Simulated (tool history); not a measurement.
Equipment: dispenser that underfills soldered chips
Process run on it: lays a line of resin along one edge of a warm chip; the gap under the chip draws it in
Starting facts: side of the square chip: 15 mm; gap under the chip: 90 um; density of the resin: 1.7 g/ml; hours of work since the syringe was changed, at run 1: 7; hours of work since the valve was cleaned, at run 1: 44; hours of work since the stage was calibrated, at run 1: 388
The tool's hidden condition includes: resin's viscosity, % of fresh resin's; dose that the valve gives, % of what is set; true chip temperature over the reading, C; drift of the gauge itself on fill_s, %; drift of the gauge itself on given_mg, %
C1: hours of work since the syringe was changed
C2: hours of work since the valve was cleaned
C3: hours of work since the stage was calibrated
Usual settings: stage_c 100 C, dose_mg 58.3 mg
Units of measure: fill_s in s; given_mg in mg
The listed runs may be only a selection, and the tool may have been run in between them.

Run 1, hour 0: usual settings; C1 7; C2 44; C3 388. Result: fill_s 160.5 s, given_mg 56.86 mg.
At hour 4.8: new syringe of resin.
Run 2, hour 7.7: usual settings; C1 2; C2 49; C3 393. Result: fill_s 117.8 s, given_mg 56.84 mg.
Run 3, hour 15.4: usual settings but stage_c 109 C; C1 7; C2 54; C3 398. Result: fill_s 127.6 s, given_mg 56.35 mg.
At hour 20.4: new syringe of resin.
Run 4, hour 28.4: usual settings but stage_c 99 C; C1 5; C2 62; C3 406. Result: fill_s 154.5 s, given_mg 56.16 mg.
At hour 35.2: new syringe of resin.
Run 5, hour 37.8: usual settings but stage_c 99 C; C1 2; C2 68; C3 412. Result: fill_s 119.3 s, given_mg 56.3 mg.
At hour 50.8: new syringe of resin.
Run 6, hour 52.7: usual settings but stage_c 99 C; C1 1; C2 77; C3 422. Result: fill_s 116.7 s, given_mg 55.67 mg.
At hour 65.4: new syringe of resin.
At hour 68.4: dispensing valve cleaned and set on the balance.
Run 7, hour 68.4: usual settings but stage_c 99 C; C1 1; C2 0; C3 431. Result: fill_s 115.8 s, given_mg 58.26 mg.
At hour 81.8: new syringe of resin.
Run 8, hour 85: usual settings; C1 2; C2 11; C3 442. Result: fill_s 116.3 s, given_mg 57.77 mg.
Run 9, hour 94.8: usual settings but dose_mg 59 mg; C1 8; C2 17; C3 448. Result: fill_s 184.7 s, given_mg 58.02 mg.
At hour 97.2: new syringe of resin.
Run 10, hour 104.5: usual settings but dose_mg 50.3 mg; C1 5; C2 23; C3 454. Result: fill_s 149.1 s, given_mg 49.4 mg.
At hour 112.9: new syringe of resin.
Run 11, hour 116.8: usual settings but dose_mg 63.2 mg; C1 3; C2 31; C3 462. Result: fill_s 120.4 s, given_mg 61.68 mg.
At hour 128.5: new syringe of resin.
Run 12, hour 130.1: usual settings; C1 1; C2 39; C3 470. Result: fill_s 110.2 s, given_mg 56.78 mg.
At hour 144.2: new syringe of resin.
Run 13, hour 146.3: usual settings; C1 1; C2 50; C3 481. Result: fill_s 108.4 s, given_mg 56.67 mg.
Run 14, hour 156.3: usual settings; C1 8; C2 56; C3 487. Result: fill_s 177.3 s, given_mg 56.15 mg.
At hour 159.7: new syringe of resin.
Run 15, hour 167.9: usual settings; C1 5; C2 64; C3 495. Result: fill_s 146.3 s, given_mg 56.07 mg.
At hour 174.7: new syringe of resin.
Run 16, hour 179.4: usual settings; C1 3; C2 71; C3 502. Result: fill_s 126.3 s, given_mg 55.44 mg.
At hour 190.1: new syringe of resin.
Run 17, hour 194.7: usual settings; C1 3; C2 81; C3 512. Result: fill_s 120 s, given_mg 55.6 mg.
At hour 205.1: dispensing valve cleaned and set on the balance.
At hour 206.2: new syringe of resin.
Run 18, hour 211.8: usual settings but stage_c 85 C; C1 4; C2 4; C3 522. Result: fill_s 221.8 s, given_mg 58.06 mg.
At hour 220.9: new syringe of resin.
Run 19, hour 222.7: usual settings but stage_c 85 C; C1 1; C2 11; C3 529. Result: fill_s 185.1 s, given_mg 58.18 mg.
Run 20, hour 229.7: usual settings but stage_c 97 C, dose_mg 53.2 mg; C1 6; C2 16; C3 533. Result: fill_s 163.9 s, given_mg 52.84 mg.
At hour 236.2: new syringe of resin.
Run 21, hour 238.6: usual settings but stage_c 97 C, dose_mg 53.2 mg; C1 2; C2 21; C3 539. Result: fill_s 120.6 s, given_mg 52.51 mg.
At hour 251.6: new syringe of resin.
Run 22, hour 251.6: usual settings but stage_c 98 C; C1 0; C2 29; C3 547. Result: fill_s 108 s, given_mg 57.19 mg.
Run 23, hour 265.3: usual settings but stage_c 86 C, dose_mg 64.9 mg; C1 9; C2 38; C3 556. Result: fill_s 314.4 s, given_mg 63.7 mg.
At hour 266.8: new syringe of resin.
Run 24, hour 274.5: usual settings but stage_c 101 C, dose_mg 60.5 mg; C1 5; C2 44; C3 562. Result: fill_s 134.8 s, given_mg 59.36 mg.
At hour 282: new syringe of resin.
Run 25, hour 287.9: usual settings but stage_c 101 C, dose_mg 60.5 mg; C1 4; C2 53; C3 570. Result: fill_s 127.3 s, given_mg 58.85 mg.
At hour 298.2: new syringe of resin.
Run 26, hour 303.2: usual settings but stage_c 101 C, dose_mg 60.5 mg; C1 3; C2 62; C3 580. Result: fill_s 120.4 s, given_mg 58.44 mg.
At hour 313: new syringe of resin.
Run 27, hour 315.5: usual settings but stage_c 106 C, dose_mg 65.7 mg; C1 2; C2 70; C3 588. Result: fill_s 89.3 s, given_mg 63.11 mg.
At hour 328.3: new syringe of resin.
Run 28, hour 330.8: usual settings but stage_c 112 C, dose_mg 52.3 mg; C1 2; C2 80; C3 598. Result: fill_s 73.9 s, given_mg 49.73 mg.
At hour 341.6: dispensing valve cleaned and set on the balance.
Run 29, hour 343.7: usual settings but stage_c 112 C, dose_mg 52.3 mg; C1 9; C2 1; C3 605. Result: fill_s 131.9 s, given_mg 52.65 mg.
At hour 344.8: new syringe of resin.
Run 30, hour 352.9: usual settings but dose_mg 56.5 mg; C1 5; C2 7; C3 611. Result: fill_s 146.2 s, given_mg 55.97 mg.
At hour 360: new syringe of resin.
Run 31, hour 361.5: usual settings but dose_mg 56.5 mg; C1 1; C2 13; C3 617. Result: fill_s 106.3 s, given_mg 55.93 mg.
At hour 374.9: new syringe of resin.
Run 32, hour 376: usual settings but dose_mg 56.5 mg; C1 1; C2 22; C3 626. Result: fill_s 101.5 s, given_mg 55.98 mg.
Run 33, hour 383: usual settings but dose_mg 56.5 mg; C1 5; C2 26; C3 630. Result: fill_s 141 s, given_mg 55.89 mg.
At hour 390.2: new syringe of resin.
Run 34, hour 394.3: usual settings but stage_c 104 C, dose_mg 74.1 mg; C1 3; C2 34; C3 638. Result: fill_s 102.5 s, given_mg 72.5 mg.
Run 35, hour 402.9: usual settings but stage_c 104 C, dose_mg 74.1 mg; C1 8; C2 39; C3 643. Result: fill_s 152.1 s, given_mg 72.52 mg.
At hour 405.6: new syringe of resin.
Run 36, hour 412.6: usual settings but stage_c 112 C, dose_mg 56.4 mg; C1 5; C2 45; C3 649. Result: fill_s 90.7 s, given_mg 54.73 mg.

Alternative continuations, all from the tool just after run 36; predict every row:
At hour 421: new syringe of resin.
Run A, hour 423.6: usual settings but stage_c 112 C, dose_mg 69.3 mg; C1 2; C2 52; C3 656. Result: fill_s ?, given_mg ?.
At hour 421: new syringe of resin.
Run B, hour 423.6: usual settings but stage_c 92 C, dose_mg 51.2 mg; C1 2; C2 52; C3 656. Result: fill_s ?, given_mg ?.
At hour 421: new syringe of resin.
Run C, hour 423.6: usual settings but stage_c 93 C, dose_mg 52.7 mg; C1 2; C2 52; C3 656. Result: fill_s ?, given_mg ?.

run  fill_s  given_mg
  A    73.9      66.9
  B   148.2     49.53
  C   141.2      51.2
Without the tool's unlogged condition, the same runs would have read:
run  fill_s  given_mg
  A    74.6     69.01
  B   151.3     51.09
  C   144.1     52.81
